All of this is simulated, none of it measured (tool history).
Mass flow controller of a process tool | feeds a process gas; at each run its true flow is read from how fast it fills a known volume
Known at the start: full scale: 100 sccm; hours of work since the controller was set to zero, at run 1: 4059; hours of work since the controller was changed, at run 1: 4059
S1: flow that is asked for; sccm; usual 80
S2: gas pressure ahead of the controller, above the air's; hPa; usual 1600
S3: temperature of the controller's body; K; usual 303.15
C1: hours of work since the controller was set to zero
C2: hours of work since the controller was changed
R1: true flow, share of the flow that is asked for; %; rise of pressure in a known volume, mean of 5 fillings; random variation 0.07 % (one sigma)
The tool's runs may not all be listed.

run	hour	S1	S2	S3	C1	C2	R1
1	0	80	1600	303.15	4059	4059	99.04
2	235.6	42	1600	303.15	4152	4152	98.21
3	458.2	42	1600	303.15	4240	4240	98.14
4	802.2	42	1600	303.15	4376	4376	98.17
5	1112.5	42	1600	303.15	4498	4498	98.14
6	1475.5	29	1600	303.15	4641	4641	97.8
7	1880.4	80	1600	303.15	4801	4801	99.14
8	2216.3	80	1600	303.15	4933	4933	99.36
9	2465.7	80	1600	303.15	5031	5031	99.39
10	2871.9	80	1600	303.15	5191	5191	99.36
# hour 2902.5: controller exchanged for a calibrated one
11	3237.1	80	1600	303.15	132	132	99.39
12	3631.7	80	1600	303.15	287	287	99.49
13	3931.9	12	2350	302.15	406	406	97.59
14	4155.7	66	1940	303.15	494	494	99.07
15	4537.2	80	1600	302.15	644	644	99.77
16	4944.7	76	1600	302.15	805	805	99.65
17	5213.8	20	1970	303.15	911	911	97.94
18	5417.1	80	2310	303.15	991	991	99.46
19	5763.6	48	2520	293.15	1128	1128	99.49
20	6047	50	2090	293.15	1240	1240	99.97
21	6236.2	80	2760	303.15	1314	1314	99.21
22	6426.7	80	1820	297.15	1389	1389	100.38

Forecast each of these 3 alternatives for the next run:
A	6853.1	13	2260	311.15	1558	1558	?
B	6853.1	80	1820	298.15	1558	1558	?
C	6853.1	14	2300	297.15	1558	1558	?

run	R1
A	96.97
B	100.23
C	98.47
Without the tool's hidden state the same runs would have given:
run	R1
A	96.23
B	99.49
C	97.72

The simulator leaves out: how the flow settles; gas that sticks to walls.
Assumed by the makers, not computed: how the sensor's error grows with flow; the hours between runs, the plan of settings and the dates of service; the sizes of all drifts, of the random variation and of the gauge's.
